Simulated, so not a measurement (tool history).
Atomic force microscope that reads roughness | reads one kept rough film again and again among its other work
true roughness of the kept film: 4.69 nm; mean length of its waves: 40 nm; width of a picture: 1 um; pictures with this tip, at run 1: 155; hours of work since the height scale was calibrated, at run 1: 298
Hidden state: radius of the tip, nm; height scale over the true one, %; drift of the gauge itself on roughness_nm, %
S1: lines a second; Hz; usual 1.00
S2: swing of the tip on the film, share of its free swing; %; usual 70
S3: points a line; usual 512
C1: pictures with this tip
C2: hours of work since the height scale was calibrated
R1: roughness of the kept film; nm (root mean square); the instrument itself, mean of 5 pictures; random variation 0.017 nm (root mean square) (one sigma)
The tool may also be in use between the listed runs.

{"run": 1, "day": 0.0, "S1": 1.0, "S2": 70, "S3": 512, "C1": 155, "C2": 298, "R1": 4.064}
{"run": 2, "day": 0.862, "S1": 1.0, "S2": 70, "S3": 512, "C1": 191, "C2": 309, "R1": 4.07}
{"run": 3, "day": 2.229, "S1": 1.0, "S2": 70, "S3": 512, "C1": 246, "C2": 326, "R1": 4.067}
{"run": 4, "day": 3.583, "S1": 1.0, "S2": 70, "S3": 571, "C1": 302, "C2": 342, "R1": 4.076}
{"day": 3.9, "done": "new tip fitted"}
{"run": 5, "day": 5.225, "S1": 1.0, "S2": 56, "S3": 512, "C1": 54, "C2": 362, "R1": 4.216}
{"run": 6, "day": 6.396, "S1": 1.0, "S2": 56, "S3": 512, "C1": 102, "C2": 377, "R1": 4.237}
{"run": 7, "day": 7.521, "S1": 1.0, "S2": 70, "S3": 512, "C1": 147, "C2": 391, "R1": 4.065}
{"run": 8, "day": 9.021, "S1": 1.0, "S2": 70, "S3": 512, "C1": 209, "C2": 409, "R1": 4.05}
{"run": 9, "day": 10.425, "S1": 1.0, "S2": 70, "S3": 512, "C1": 266, "C2": 427, "R1": 4.056}
{"day": 11.612, "done": "new tip fitted"}
{"run": 10, "day": 12.058, "S1": 2.32, "S2": 70, "S3": 512, "C1": 18, "C2": 446, "R1": 3.776}
{"run": 11, "day": 12.971, "S1": 2.32, "S2": 70, "S3": 512, "C1": 55, "C2": 458, "R1": 3.807}
{"run": 12, "day": 13.871, "S1": 2.32, "S2": 70, "S3": 512, "C1": 92, "C2": 469, "R1": 3.79}
{"run": 13, "day": 15.342, "S1": 2.32, "S2": 70, "S3": 512, "C1": 152, "C2": 487, "R1": 3.791}
{"run": 14, "day": 16.833, "S1": 2.32, "S2": 57, "S3": 512, "C1": 213, "C2": 505, "R1": 4.076}
{"run": 15, "day": 18.108, "S1": 1.04, "S2": 70, "S3": 512, "C1": 265, "C2": 521, "R1": 4.067}
{"run": 16, "day": 19.096, "S1": 1.04, "S2": 70, "S3": 512, "C1": 305, "C2": 533, "R1": 4.062}
{"day": 19.404, "done": "new tip fitted"}
{"run": 17, "day": 19.871, "S1": 1.04, "S2": 70, "S3": 512, "C1": 19, "C2": 543, "R1": 4.109}
{"run": 18, "day": 21.438, "S1": 1.04, "S2": 70, "S3": 512, "C1": 83, "C2": 562, "R1": 4.055}
{"run": 19, "day": 22.704, "S1": 1.04, "S2": 70, "S3": 512, "C1": 135, "C2": 578, "R1": 4.097}
{"run": 20, "day": 23.704, "S1": 1.04, "S2": 70, "S3": 512, "C1": 176, "C2": 590, "R1": 4.056}
{"run": 21, "day": 24.846, "S1": 0.96, "S2": 70, "S3": 512, "C1": 222, "C2": 604, "R1": 4.067}
{"run": 22, "day": 25.542, "S1": 1.93, "S2": 70, "S3": 512, "C1": 250, "C2": 613, "R1": 3.855}
{"run": 23, "day": 26.7, "S1": 1.0, "S2": 70, "S3": 512, "C1": 298, "C2": 627, "R1": 4.047}
{"day": 27.183, "done": "new tip fitted"}
{"run": 24, "day": 27.75, "S1": 1.0, "S2": 70, "S3": 512, "C1": 23, "C2": 640, "R1": 4.072}
{"run": 25, "day": 29.35, "S1": 1.0, "S2": 70, "S3": 512, "C1": 88, "C2": 660, "R1": 4.072}
{"run": 26, "day": 30.829, "S1": 0.97, "S2": 78, "S3": 697, "C1": 148, "C2": 678, "R1": 3.99}
{"run": 27, "day": 32.412, "S1": 1.0, "S2": 83, "S3": 860, "C1": 213, "C2": 697, "R1": 3.855}
{"run": 28, "day": 33.154, "S1": 0.86, "S2": 83, "S3": 860, "C1": 243, "C2": 707, "R1": 3.934}
{"day": 34.896, "done": "new tip fitted"}
{"run": 29, "day": 34.896, "S1": 0.59, "S2": 58, "S3": 552, "C1": 0, "C2": 728, "R1": 4.239}
{"run": 30, "day": 36.238, "S1": 1.0, "S2": 73, "S3": 373, "C1": 54, "C2": 744, "R1": 4.046}
{"run": 31, "day": 37.633, "S1": 1.0, "S2": 73, "S3": 373, "C1": 111, "C2": 762, "R1": 3.988}
{"run": 32, "day": 39.096, "S1": 1.56, "S2": 57, "S3": 271, "C1": 171, "C2": 780, "R1": 4.099}
{"run": 33, "day": 40.121, "S1": 1.64, "S2": 57, "S3": 592, "C1": 213, "C2": 792, "R1": 4.149}
{"run": 34, "day": 41.267, "S1": 1.64, "S2": 57, "S3": 592, "C1": 260, "C2": 807, "R1": 4.113}
{"day": 42.638, "done": "new tip fitted"}
{"run": 35, "day": 42.896, "S1": 1.64, "S2": 57, "S3": 592, "C1": 10, "C2": 826, "R1": 4.128}
{"run": 36, "day": 44.133, "S1": 1.73, "S2": 78, "S3": 944, "C1": 61, "C2": 842, "R1": 3.737}
{"run": 37, "day": 45.004, "S1": 1.0, "S2": 72, "S3": 512, "C1": 96, "C2": 852, "R1": 4.04}
{"run": 38, "day": 46.704, "S1": 1.0, "S2": 72, "S3": 512, "C1": 166, "C2": 873, "R1": 4.078}
{"run": 39, "day": 47.704, "S1": 1.54, "S2": 80, "S3": 466, "C1": 207, "C2": 886, "R1": 3.729}
{"run": 40, "day": 49.15, "S1": 1.54, "S2": 67, "S3": 835, "C1": 266, "C2": 904, "R1": 4.017}
{"run": 41, "day": 49.9, "S1": 1.54, "S2": 67, "S3": 835, "C1": 296, "C2": 913, "R1": 4.032}
{"day": 50.362, "done": "new tip fitted"}
{"run": 42, "day": 51.617, "S1": 0.95, "S2": 70, "S3": 728, "C1": 52, "C2": 934, "R1": 4.08}
{"run": 43, "day": 52.533, "S1": 1.54, "S2": 87, "S3": 545, "C1": 89, "C2": 945, "R1": 3.5}
{"run": 44, "day": 53.833, "S1": 1.0, "S2": 70, "S3": 973, "C1": 142, "C2": 961, "R1": 4.097}
{"run": 45, "day": 55.338, "S1": 1.57, "S2": 89, "S3": 973, "C1": 204, "C2": 980, "R1": 3.461}
{"run": 46, "day": 56.742, "S1": 0.75, "S2": 82, "S3": 558, "C1": 261, "C2": 997, "R1": 3.987}
{"run": 47, "day": 57.8, "S1": 1.37, "S2": 68, "S3": 558, "C1": 304, "C2": 1010, "R1": 4.046}
{"day": 58.096, "done": "new tip fitted"}
{"run": 48, "day": 59.404, "S1": 1.37, "S2": 68, "S3": 558, "C1": 54, "C2": 1030, "R1": 4.021}
{"run": 49, "day": 61.067, "S1": 1.37, "S2": 67, "S3": 298, "C1": 121, "C2": 1050, "R1": 4.038}
{"run": 50, "day": 62.496, "S1": 1.37, "S2": 67, "S3": 298, "C1": 180, "C2": 1068, "R1": 3.992}

Measured less the same run without the tool's hidden state. The same run-to-run variation is in both; the gauge's scatter may not be:
run=1 R1=-0.011
run=2 R1=-0.013
run=3 R1=-0.015
run=4 R1=-0.018
run=5 R1=-0.004
run=6 R1=-0.007
run=7 R1=-0.009
run=8 R1=-0.012
run=9 R1=-0.016
run=10 R1=-0.002
run=11 R1=-0.004
run=12 R1=-0.006
run=13 R1=-0.009
run=14 R1=-0.013
run=15 R1=-0.016
run=16 R1=-0.018
run=17 R1=-0.003
run=18 R1=-0.006
run=19 R1=-0.008
run=20 R1=-0.012
run=21 R1=-0.014
run=22 R1=-0.014
run=23 R1=-0.017
run=24 R1=-0.003
run=25 R1=-0.006
run=26 R1=-0.009
run=27 R1=-0.012
run=28 R1=-0.014
run=29 R1=-0.001
run=30 R1=-0.004
run=31 R1=-0.007
run=32 R1=-0.011
run=33 R1=-0.013
run=34 R1=-0.016
run=35 R1=-0.002
run=36 R1=-0.004
run=37 R1=-0.006
run=38 R1=-0.010
run=39 R1=-0.012
run=40 R1=-0.016
run=41 R1=-0.017
run=42 R1=-0.004
run=43 R1=-0.005
run=44 R1=-0.008
run=45 R1=-0.010
run=46 R1=-0.015
run=47 R1=-0.017
run=48 R1=-0.004
run=49 R1=-0.008
run=50 R1=-0.012
